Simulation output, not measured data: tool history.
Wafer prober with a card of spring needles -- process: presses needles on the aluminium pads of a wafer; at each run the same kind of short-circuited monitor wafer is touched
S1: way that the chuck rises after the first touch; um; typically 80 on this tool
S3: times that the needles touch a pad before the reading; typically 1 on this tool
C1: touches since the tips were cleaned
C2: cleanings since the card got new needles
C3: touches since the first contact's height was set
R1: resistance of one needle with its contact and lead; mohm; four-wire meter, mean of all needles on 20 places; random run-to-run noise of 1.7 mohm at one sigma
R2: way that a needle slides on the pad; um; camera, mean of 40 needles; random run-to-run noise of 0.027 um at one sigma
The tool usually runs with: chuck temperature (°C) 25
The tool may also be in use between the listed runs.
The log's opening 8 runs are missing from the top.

-- hour=181.9 tips cleaned on abrasive film
run 9 hour=182.0 | S1=80 chuck_temperature_(°C)=25 S3=1 | C1=35 C2=20 C3=36850 | R1=182 R2=20.48
-- hour=194.9 height of the first contact set anew, once more
-- hour=209.9 tips cleaned on abrasive film
run 10 hour=212.4 | S1=80 chuck_temperature_(°C)=25 S3=2 | C1=575 C2=21 C3=3991 | R1=189 R2=20.89
-- hour=235.5 tips cleaned on abrasive film
run 11 hour=238.3 | S1=80 chuck_temperature_(°C)=25 S3=1 | C1=659 C2=22 C3=9908 | R1=202 R2=20.86
-- hour=261.6 tips cleaned on abrasive film
run 12 hour=271.0 | S1=92 chuck_temperature_(°C)=25 S3=1 | C1=2145 C2=23 C3=17355 | R1=216 R2=23.96
-- hour=288.5 tips cleaned on abrasive film
run 13 hour=306.4 | S1=69 chuck_temperature_(°C)=25 S3=1 | C1=4090 C2=24 C3=25446 | R1=268 R2=18.02
-- hour=313.7 tips cleaned on abrasive film
run 14 hour=337.6 | S1=69 chuck_temperature_(°C)=25 S3=1 | C1=5478 C2=25 C3=32566 | R1=276 R2=17.94
-- hour=339.5 tips cleaned on abrasive film
run 15 hour=363.6 | S1=69 chuck_temperature_(°C)=25 S3=1 | C1=5528 C2=26 C3=38507 | R1=280 R2=17.92
-- hour=366.3 tips cleaned on abrasive film
run 16 hour=389.9 | S1=69 chuck_temperature_(°C)=25 S3=1 | C1=5404 C2=27 C3=44493 | R1=281 R2=17.88
-- hour=391.8 tips cleaned on abrasive film
run 17 hour=411.5 | S1=67 chuck_temperature_(°C)=35 S3=1 | C1=4500 C2=28 C3=49416 | R1=280 R2=17.34
-- hour=418.9 tips cleaned on abrasive film
run 18 hour=442.5 | S1=80 chuck_temperature_(°C)=67 S3=1 | C1=5399 C2=29 C3=56489 | R1=255 R2=20.71
-- hour=445.7 tips cleaned on abrasive film
run 19 hour=465.0 | S1=80 chuck_temperature_(°C)=67 S3=1 | C1=4417 C2=30 C3=61615 | R1=252 R2=20.73
-- hour=473.4 tips cleaned on abrasive film
run 20 hour=484.2 | S1=90 chuck_temperature_(°C)=67 S3=2 | C1=2464 C2=31 C3=65984 | R1=207 R2=23.29
-- hour=500.0 tips cleaned on abrasive film
run 21 hour=505.9 | S1=62 chuck_temperature_(°C)=42 S3=1 | C1=1347 C2=32 C3=70942 | R1=241 R2=15.95
-- hour=525.5 tips cleaned on abrasive film
run 22 hour=525.5 | S1=74 chuck_temperature_(°C)=36 S3=1 | C1=0 C2=33 C3=75405 | R1=187 R2=19.11
-- hour=551.9 tips cleaned on abrasive film
run 23 hour=553.0 | S1=80 chuck_temperature_(°C)=43 S3=1 | C1=262 C2=34 C3=81676 | R1=195 R2=20.62
run 24 hour=573.0 | S1=80 chuck_temperature_(°C)=43 S3=1 | C1=4853 C2=34 C3=86267 | R1=257 R2=20.69
-- hour=578.3 tips cleaned on abrasive film
run 25 hour=592.6 | S1=90 chuck_temperature_(°C)=86 S3=2 | C1=3280 C2=35 C3=90731 | R1=215 R2=23.25
-- hour=595.8 height of the first contact set anew
-- hour=605.7 tips cleaned on abrasive film
run 26 hour=620.3 | S1=64 chuck_temperature_(°C)=25 S3=1 | C1=3329 C2=36 C3=5589 | R1=276 R2=16.72
-- hour=631.8 tips cleaned on abrasive film
run 27 hour=636.9 | S1=80 chuck_temperature_(°C)=72 S3=1 | C1=1166 C2=37 C3=9360 | R1=221 R2=20.84
-- hour=657.5 tips cleaned on abrasive film
run 28 hour=663.8 | S1=95 chuck_temperature_(°C)=31 S3=2 | C1=1452 C2=38 C3=15512 | R1=191 R2=24.79
-- hour=684.3 tips cleaned on abrasive film
run 29 hour=691.5 | S1=95 chuck_temperature_(°C)=31 S3=2 | C1=1660 C2=39 C3=21833 | R1=192 R2=24.72
run 30 hour=706.8 | S1=95 chuck_temperature_(°C)=31 S3=1 | C1=5164 C2=39 C3=25337 | R1=230 R2=24.73
-- hour=709.6 tips cleaned on abrasive film
-- hour=735.3 tips cleaned on abrasive film
run 31 hour=736.6 | S1=70 chuck_temperature_(°C)=25 S3=1 | C1=316 C2=41 C3=32114 | R1=194 R2=18.13
run 32 hour=752.1 | S1=80 chuck_temperature_(°C)=25 S3=1 | C1=3862 C2=41 C3=35660 | R1=246 R2=20.78

Below are 5 alternative next runs, each starting from the tool's condition after run 32. Predict each:
-- hour=760.8 tips cleaned on abrasive film
run A hour=772.6 | S1=76 chuck_temperature_(°C)=25 S3=1 | C1=2701 C2=42 C3=40332 | R1=? R2=?
-- hour=760.8 tips cleaned on abrasive film
run B hour=772.6 | S1=80 chuck_temperature_(°C)=69 S3=1 | C1=2701 C2=42 C3=40332 | R1=? R2=?
-- hour=760.8 tips cleaned on abrasive film
run C hour=772.6 | S1=80 chuck_temperature_(°C)=60 S3=1 | C1=2701 C2=42 C3=40332 | R1=? R2=?
-- hour=760.8 tips cleaned on abrasive film
run D hour=772.6 | S1=71 chuck_temperature_(°C)=109 S3=2 | C1=2701 C2=42 C3=40332 | R1=? R2=?
-- hour=760.8 tips cleaned on abrasive film
run E hour=772.6 | S1=80 chuck_temperature_(°C)=25 S3=2 | C1=2701 C2=42 C3=40332 | R1=? R2=?

run=A R1=247 R2=19.69
run=B R1=244 R2=20.76
run=C R1=237 R2=20.74
run=D R1=235 R2=18.43
run=E R1=212 R2=20.72
Had the tool no hidden state, the same runs would have come out as:
run=A R1=176 R2=19.84
run=B R1=184 R2=20.91
run=C R1=177 R2=20.89
run=D R1=192 R2=18.58
run=E R1=173 R2=20.87

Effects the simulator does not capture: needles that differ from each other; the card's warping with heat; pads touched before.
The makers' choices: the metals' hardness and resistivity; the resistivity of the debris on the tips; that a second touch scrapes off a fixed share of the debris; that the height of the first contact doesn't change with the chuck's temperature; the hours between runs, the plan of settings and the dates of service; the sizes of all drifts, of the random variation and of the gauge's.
